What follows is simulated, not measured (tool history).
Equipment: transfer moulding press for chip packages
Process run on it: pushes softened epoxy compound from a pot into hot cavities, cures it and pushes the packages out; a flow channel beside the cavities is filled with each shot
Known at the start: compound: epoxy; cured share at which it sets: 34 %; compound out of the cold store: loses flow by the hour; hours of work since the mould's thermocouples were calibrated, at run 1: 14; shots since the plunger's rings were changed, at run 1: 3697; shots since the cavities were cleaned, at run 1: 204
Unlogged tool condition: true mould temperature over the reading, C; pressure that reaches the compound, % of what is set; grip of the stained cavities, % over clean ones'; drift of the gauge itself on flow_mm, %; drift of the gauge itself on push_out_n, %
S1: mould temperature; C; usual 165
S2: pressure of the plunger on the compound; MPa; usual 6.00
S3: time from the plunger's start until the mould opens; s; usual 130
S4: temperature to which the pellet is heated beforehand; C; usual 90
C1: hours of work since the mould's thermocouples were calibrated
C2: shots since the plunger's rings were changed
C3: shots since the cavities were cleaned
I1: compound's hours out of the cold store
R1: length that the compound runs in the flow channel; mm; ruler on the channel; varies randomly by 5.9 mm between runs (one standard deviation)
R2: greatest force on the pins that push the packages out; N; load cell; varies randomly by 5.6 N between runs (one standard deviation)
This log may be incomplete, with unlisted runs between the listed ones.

| run | hour | S1 | S2 | S3 | S4 | C1 | C2 | C3 | I1 | R1 | R2 |
|---|---|---|---|---|---|---|---|---|---|---|---|
| 1 | 0.0 | 165 | 6.00 | 130 | 90 | 14 | 3697 | 204 | 15.6 | 741 | 255 |
| 2 | 16.4 | 165 | 6.00 | 130 | 90 | 25 | 3861 | 368 | 24.9 | 699 | 299 |
| 3 | 28.0 | 165 | 6.00 | 130 | 90 | 33 | 3977 | 484 | 42.5 | 621 | 285 |
| 4 | 46.0 | 165 | 5.06 | 130 | 90 | 45 | 4158 | 665 | 10.5 | 683 | 328 |
| 5 | 67.7 | 165 | 6.00 | 130 | 92 | 60 | 4375 | 882 | 17.5 | 717 | 340 |
|  | 80.9 | cavities cleaned with cleaning compound and waxed |
| 6 | 81.4 | 165 | 6.00 | 130 | 92 | 68 | 4498 | 5 | 36.3 | 632 | 208 |
| 7 | 102.0 | 165 | 6.00 | 130 | 92 | 82 | 4705 | 212 | 19.6 | 702 | 263 |
| 8 | 120.9 | 165 | 6.00 | 130 | 90 | 95 | 4894 | 401 | 16.5 | 728 | 292 |
| 9 | 134.4 | 165 | 6.00 | 130 | 88 | 104 | 5030 | 537 | 19.0 | 712 | 308 |
| 10 | 145.0 | 165 | 6.00 | 130 | 84 | 112 | 5136 | 643 | 25.4 | 680 | 316 |
| 11 | 154.7 | 165 | 6.00 | 130 | 84 | 118 | 5234 | 741 | 41.5 | 612 | 326 |
| 12 | 171.2 | 165 | 6.00 | 130 | 84 | 130 | 5399 | 906 | 38.1 | 614 | 331 |
|  | 183.3 | cavities cleaned with cleaning compound and waxed |
| 13 | 185.6 | 165 | 5.77 | 131 | 90 | 138 | 5529 | 24 | 45.3 | 582 | 205 |
| 14 | 200.7 | 165 | 4.97 | 163 | 93 | 149 | 5680 | 175 | 13.4 | 658 | 229 |
| 15 | 222.0 | 167 | 6.20 | 158 | 97 | 163 | 5894 | 389 | 8.1 | 748 | 247 |
| 16 | 232.8 | 163 | 5.45 | 150 | 87 | 170 | 6002 | 497 | 18.1 | 664 | 287 |
| 17 | 245.8 | 163 | 5.45 | 150 | 87 | 179 | 6132 | 627 | 38.5 | 578 | 300 |
| 18 | 262.6 | 165 | 6.00 | 130 | 81 | 191 | 6301 | 796 | 28.2 | 646 | 336 |
|  | 276.6 | plunger's sealing rings changed |
| 19 | 277.2 | 165 | 6.00 | 130 | 81 | 199 | 6 | 917 | 23.1 | 752 | 352 |
|  | 288.1 | cavities cleaned with cleaning compound and waxed |
| 20 | 293.4 | 165 | 6.00 | 130 | 81 | 209 | 154 | 53 | 23.2 | 740 | 227 |
| 21 | 307.6 | 165 | 6.00 | 130 | 81 | 219 | 296 | 195 | 26.5 | 725 | 256 |

3 ways to go on from here, each from the tool as it stands after run 21. What would each give?
| A | 329.3 | 165 | 6.07 | 160 | 86 | 233 | 514 | 413 | 39.8 | ? | ? |
| B | 329.3 | 165 | 5.15 | 155 | 88 | 233 | 514 | 413 | 26.7 | ? | ? |
| C | 329.3 | 165 | 6.00 | 130 | 84 | 233 | 514 | 413 | 43.0 | ? | ? |

| run | R1 | R2 |
|---|---|---|
| A | 666 | 260 |
| B | 664 | 273 |
| C | 646 | 292 |
Without the tool's hidden state the same runs would have given:
| run | R1 | R2 |
|---|---|---|
| A | 670 | 184 |
| B | 668 | 193 |
| C | 650 | 207 |
